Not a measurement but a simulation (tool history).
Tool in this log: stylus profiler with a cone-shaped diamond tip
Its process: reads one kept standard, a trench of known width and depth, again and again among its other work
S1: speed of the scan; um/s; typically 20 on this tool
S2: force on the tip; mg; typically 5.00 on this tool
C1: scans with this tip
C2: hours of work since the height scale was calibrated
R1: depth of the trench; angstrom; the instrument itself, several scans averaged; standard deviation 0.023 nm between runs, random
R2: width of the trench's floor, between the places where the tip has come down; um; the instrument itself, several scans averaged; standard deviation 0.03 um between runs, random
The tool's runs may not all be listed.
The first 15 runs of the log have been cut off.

run,hour,S1,S2,C1,C2,R1,R2
16,719.5,7,6.84,18902,322,1012.3,48.36
17,769.8,7,6.84,19196,360,1012.6,48.35
18,821.5,36,5.00,19499,400,1009.7,48.28
19,875.2,19,5.00,19813,440,1009.2,48.36
20,937.5,20,5.00,20178,488,1008.8,48.27
21,982.3,54,5.00,20440,522,1009.1,48.25
22,1019.4,20,5.00,20657,550,1008.4,48.29
23,1070.6,20,5.00,20957,589,1008.7,48.27
24,1103.9,20,5.00,21152,614,1008.6,48.32
25,1147.4,11,4.95,21406,647,1008.1,48.32
26,1181.8,11,11.30,21608,673,1016.3,48.26
27,1238.5,11,11.30,21939,716,1016.3,48.28
28,1276.1,6,6.39,22160,744,1009.5,48.28
29,1340.5,6,6.39,22536,793,1009.3,48.29
30,1392.2,25,4.37,22839,832,1006.6,48.15
31,1425.3,5,4.37,23033,857,1006.4,48.28
32,1456.3,20,3.00,23214,881,1003.9,48.19
33,1484.1,20,4.02,23377,902,1005.8,48.24
34,1541.8,39,3.31,23715,946,1004.3,48.20
35,1577.1,46,1.67,23921,973,1001.1,48.11
36,1626.9,76,2.02,24212,1010,1001.4,48.08
37,1673.3,14,12.95,24484,1046,1016.3,48.25

Expected results for the next run?
# hour 1683.8: height scale calibrated on a step standard
38,1737.6,14,12.95,24858,41,?,?

{"run 38": {"R1": 1021.2, "R2": 48.27}}
Were there no unlogged condition in the tool, this run, its random variation unchanged, would have produced R1 1021.7 angstrom, R2 48.76 um.
